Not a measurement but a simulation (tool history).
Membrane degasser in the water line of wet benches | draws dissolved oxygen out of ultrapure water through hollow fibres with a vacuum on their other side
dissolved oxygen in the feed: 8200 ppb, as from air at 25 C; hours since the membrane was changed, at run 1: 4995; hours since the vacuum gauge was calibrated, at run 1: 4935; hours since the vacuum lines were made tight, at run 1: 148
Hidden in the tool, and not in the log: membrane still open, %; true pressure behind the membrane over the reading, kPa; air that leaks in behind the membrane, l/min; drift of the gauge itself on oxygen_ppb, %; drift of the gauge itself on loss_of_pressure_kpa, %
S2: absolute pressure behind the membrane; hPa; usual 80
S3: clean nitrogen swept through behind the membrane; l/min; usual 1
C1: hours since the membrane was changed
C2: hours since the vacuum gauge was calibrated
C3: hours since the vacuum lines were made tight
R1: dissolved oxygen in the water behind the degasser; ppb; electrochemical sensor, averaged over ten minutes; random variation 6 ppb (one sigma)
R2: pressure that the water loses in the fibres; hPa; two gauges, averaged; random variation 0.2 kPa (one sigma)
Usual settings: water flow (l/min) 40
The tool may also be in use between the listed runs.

run 1 hour=0 | water_flow_(l/min)=40 S2=80 S3=1 | C1=4995 C2=4935 C3=148 | R1=648 R2=469.9
run 2 hour=213.7 | water_flow_(l/min)=40 S2=80 S3=1 | C1=5208 C2=5148 C3=362 | R1=637.6 R2=470.6
run 3 hour=409.6 | water_flow_(l/min)=40 S2=80 S3=1 | C1=5404 C2=5344 C3=558 | R1=632.5 R2=465.7
run 4 hour=573.4 | water_flow_(l/min)=40 S2=84.8 S3=1 | C1=5568 C2=5508 C3=721 | R1=666.2 R2=469.1
run 5 hour=756.9 | water_flow_(l/min)=40 S2=84.8 S3=2.8 | C1=5752 C2=5692 C3=905 | R1=448 R2=470
run 6 hour=924 | water_flow_(l/min)=40 S2=84.8 S3=2.8 | C1=5919 C2=5859 C3=1072 | R1=450.3 R2=471.7
run 7 hour=1059.1 | water_flow_(l/min)=40 S2=80 S3=1 | C1=6054 C2=5994 C3=1207 | R1=646.5 R2=474.1
run 8 hour=1243.8 | water_flow_(l/min)=64 S2=80 S3=1 | C1=6238 C2=6178 C3=1392 | R1=1252.1 R2=752.5
run 9 hour=1464.4 | water_flow_(l/min)=40 S2=80 S3=1.6 | C1=6459 C2=6399 C3=1612 | R1=526.2 R2=473.1
run 10 hour=1654.7 | water_flow_(l/min)=40 S2=80 S3=1.6 | C1=6649 C2=6589 C3=1803 | R1=527.7 R2=471.3
run 11 hour=1768.6 | water_flow_(l/min)=40 S2=80 S3=1.6 | C1=6763 C2=6703 C3=1917 | R1=534.2 R2=472.8
run 12 hour=1893 | water_flow_(l/min)=40 S2=182.3 S3=1 | C1=6888 C2=6828 C3=2041 | R1=1324.7 R2=471.8
run 13 hour=2093.1 | water_flow_(l/min)=40 S2=182.3 S3=1 | C1=7088 C2=7028 C3=2241 | R1=1325.5 R2=470.8
run 14 hour=2240.8 | water_flow_(l/min)=40 S2=182.3 S3=1 | C1=7235 C2=7176 C3=2389 | R1=1315.1 R2=474.5
run 15 hour=2362.6 | water_flow_(l/min)=34 S2=80 S3=1 | C1=7357 C2=7297 C3=2511 | R1=513.4 R2=403.6
run 16 hour=2526.9 | water_flow_(l/min)=34 S2=80 S3=1 | C1=7522 C2=7462 C3=2675 | R1=511.1 R2=404.7
-- hour=2546.1 vacuum gauge calibrated
run 17 hour=2623 | water_flow_(l/min)=34 S2=80 S3=1 | C1=7617 C2=77 C3=2770 | R1=498.3 R2=403
run 18 hour=2759.6 | water_flow_(l/min)=35 S2=80 S3=2.38 | C1=7754 C2=213 C3=2907 | R1=353.9 R2=419.5
run 19 hour=2979.8 | water_flow_(l/min)=35 S2=80 S3=2.38 | C1=7974 C2=434 C3=3127 | R1=358.5 R2=414.4
run 20 hour=3127.1 | water_flow_(l/min)=35 S2=80 S3=2.38 | C1=8121 C2=581 C3=3275 | R1=354.2 R2=418.1
run 21 hour=3351.5 | water_flow_(l/min)=27 S2=67.9 S3=1.08 | C1=8346 C2=805 C3=3499 | R1=274.2 R2=319.5
run 22 hour=3528.5 | water_flow_(l/min)=27 S2=134 S3=0.71 | C1=8523 C2=982 C3=3676 | R1=816.6 R2=323.5
run 23 hour=3692.1 | water_flow_(l/min)=26 S2=135.7 S3=0.64 | C1=8686 C2=1146 C3=3840 | R1=849.7 R2=308.7
run 24 hour=3818.4 | water_flow_(l/min)=26 S2=135.7 S3=0.64 | C1=8813 C2=1272 C3=3966 | R1=854.4 R2=310.5
run 25 hour=3996.1 | water_flow_(l/min)=26 S2=135.7 S3=0.64 | C1=8990 C2=1450 C3=4144 | R1=851.4 R2=311.7
run 26 hour=4125.9 | water_flow_(l/min)=33 S2=52.5 S3=0.52 | C1=9120 C2=1580 C3=4273 | R1=400.9 R2=392.3
run 27 hour=4245.5 | water_flow_(l/min)=51 S2=80 S3=0.49 | C1=9240 C2=1699 C3=4393 | R1=1162.8 R2=612.3
run 28 hour=4408.6 | water_flow_(l/min)=51 S2=80 S3=0.49 | C1=9403 C2=1863 C3=4556 | R1=1180.9 R2=613.4
run 29 hour=4584.7 | water_flow_(l/min)=51 S2=80 S3=0.49 | C1=9579 C2=2039 C3=4732 | R1=1192 R2=613.5
run 30 hour=4800.2 | water_flow_(l/min)=51 S2=80 S3=0.49 | C1=9794 C2=2254 C3=4948 | R1=1200.3 R2=614.9
run 31 hour=4965.8 | water_flow_(l/min)=51 S2=80 S3=0.49 | C1=9960 C2=2420 C3=5113 | R1=1193.2 R2=615.9
run 32 hour=5062.3 | water_flow_(l/min)=51 S2=80 S3=0.49 | C1=10056 C2=2516 C3=5210 | R1=1184.2 R2=613.8

Hidden state or all else? Some run-to-run changes of R1, split into what the settings, what came in and random variation would give without the hidden state, and what is left for the hidden state (with any gauge scatter that isn't in both results):
Run 7 -> 8: water flow (l/min) 40 -> 64. R1 +605.6 ppb: hidden state +32.6, all else +573.
Run 8 -> 9: water flow (l/min) 64 -> 40, S3 1 -> 1.6. R1 -725.9 ppb: hidden state -32.6, all else -693.3.
Run 11 -> 12: S2 80 -> 182.3, S3 1.6 -> 1. R1 +790.5 ppb: hidden state -3, all else +793.5.
Run 14 -> 15: water flow (l/min) 40 -> 34, S2 182.3 -> 80. R1 -801.7 ppb: hidden state -3.7, all else -798.
Run 26 -> 27: water flow (l/min) 33 -> 51, S2 52.5 -> 80, S3 0.52 -> 0.49. R1 +761.9 ppb: hidden state +33.3, all else +728.6.
